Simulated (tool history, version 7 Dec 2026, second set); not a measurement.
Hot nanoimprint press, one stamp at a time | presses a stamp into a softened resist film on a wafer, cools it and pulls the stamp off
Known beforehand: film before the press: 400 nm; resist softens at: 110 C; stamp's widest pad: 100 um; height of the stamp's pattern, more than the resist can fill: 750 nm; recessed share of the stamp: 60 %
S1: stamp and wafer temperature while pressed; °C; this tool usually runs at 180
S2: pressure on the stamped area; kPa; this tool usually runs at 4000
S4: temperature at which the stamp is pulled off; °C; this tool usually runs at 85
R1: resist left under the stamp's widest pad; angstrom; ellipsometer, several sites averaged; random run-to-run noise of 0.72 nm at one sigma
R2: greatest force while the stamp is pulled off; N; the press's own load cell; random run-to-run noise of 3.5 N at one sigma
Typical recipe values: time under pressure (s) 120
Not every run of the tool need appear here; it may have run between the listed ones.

Run 1, day 0: usual settings. Result: R1 2156 angstrom, R2 173 N.
Run 2, day 0.417: usual settings. Result: R1 2152 angstrom, R2 174 N.
Run 3, day 0.792: usual settings but S1 177 °C. Result: R1 2413 angstrom, R2 158 N.
Run 4, day 1.35: usual settings but S1 177 °C. Result: R1 2404 angstrom, R2 169 N.
Run 5, day 2.025: usual settings but S1 181 °C. Result: R1 2075 angstrom, R2 171 N.
Run 6, day 2.608: usual settings. Result: R1 2167 angstrom, R2 174 N.
Run 7, day 3.1: usual settings. Result: R1 2154 angstrom, R2 168 N.
Run 8, day 3.583: usual settings. Result: R1 2161 angstrom, R2 166 N.
Run 9, day 3.879: usual settings. Result: R1 2161 angstrom, R2 170 N.
Run 10, day 4.55: usual settings but S2 5530 kPa. Result: R1 1871 angstrom, R2 167 N.
Run 11, day 5.017: usual settings but S2 5220 kPa. Result: R1 1935 angstrom, R2 170 N.
At day 5.504: stamp cleaned and given a new release coat.
Run 12, day 5.742: usual settings but S2 5220 kPa. Result: R1 1924 angstrom, R2 171 N.
Run 13, day 6.046: usual settings but S2 5220 kPa. Result: R1 1934 angstrom, R2 170 N.
Run 14, day 6.529: usual settings but S2 5220 kPa. Result: R1 1935 angstrom, R2 168 N.
Run 15, day 7.142: usual settings but S2 5220 kPa. Result: R1 1936 angstrom, R2 171 N.
At day 7.638: plate thermocouple calibrated.
Run 16, day 7.804: usual settings but S2 5220 kPa. Result: R1 1929 angstrom, R2 174 N.
Run 17, day 8.142: usual settings but S1 176 °C, S2 2870 kPa, time under pressure (s) 190, S4 79 °C. Result: R1 2442 angstrom, R2 180 N.
Run 18, day 8.817: usual settings but S1 183 °C. Result: R1 1927 angstrom, R2 165 N.
Run 19, day 9.262: usual settings but S1 183 °C. Result: R1 1927 angstrom, R2 170 N.
Run 20, day 9.879: usual settings but S1 183 °C. Result: R1 1936 angstrom, R2 169 N.
Run 21, day 10.258: usual settings but S1 183 °C. Result: R1 1926 angstrom, R2 172 N.
Run 22, day 10.975: usual settings but S1 172 °C, S2 3610 kPa, time under pressure (s) 125, S4 82 °C. Result: R1 2894 angstrom, R2 173 N.
Run 23, day 11.329: usual settings but S2 5060 kPa. Result: R1 1967 angstrom, R2 168 N.
At day 12.004: stamp cleaned and given a new release coat.
Run 24, day 12.167: usual settings but S1 187 °C, S2 5060 kPa, time under pressure (s) 112. Result: R1 1523 angstrom, R2 169 N.
Run 25, day 12.608: usual settings but time under pressure (s) 105. Result: R1 2265 angstrom, R2 168 N.
Run 26, day 13: usual settings but S2 2700 kPa, time under pressure (s) 105, S4 74 °C. Result: R1 2613 angstrom, R2 182 N.
Run 27, day 13.354: usual settings but S2 2700 kPa, time under pressure (s) 115, S4 82 °C. Result: R1 2548 angstrom, R2 172 N.
Run 28, day 13.812: usual settings but S2 2700 kPa, time under pressure (s) 165, S4 78 °C. Result: R1 2290 angstrom, R2 181 N.
Run 29, day 14.171: usual settings but S1 174 °C, S2 3990 kPa. Result: R1 2688 angstrom, R2 160 N.
Run 30, day 14.612: usual settings but S1 174 °C, S2 3990 kPa. Result: R1 2687 angstrom, R2 170 N.
Run 31, day 15.146: usual settings but S1 188 °C, S2 4220 kPa, S4 89 °C. Result: R1 1568 angstrom, R2 163 N.

Forecast each of these 3 alternatives for the next run:
Run A, day 15.508: usual settings but S1 181 °C, S2 4220 kPa, S4 75 °C. Result: R1 ?, R2 ?.
Run B, day 15.508: usual settings but S1 190 °C. Result: R1 ?, R2 ?.
Run C, day 15.508: usual settings but S2 3580 kPa. Result: R1 ?, R2 ?.

run    R1   R2
  A  2058  182
  B  1473  169
  C  2269  165
Had the tool no hidden state, the same runs would have come out as:
run    R1   R2
  A  2031  180
  B  1454  168
  C  2239  163

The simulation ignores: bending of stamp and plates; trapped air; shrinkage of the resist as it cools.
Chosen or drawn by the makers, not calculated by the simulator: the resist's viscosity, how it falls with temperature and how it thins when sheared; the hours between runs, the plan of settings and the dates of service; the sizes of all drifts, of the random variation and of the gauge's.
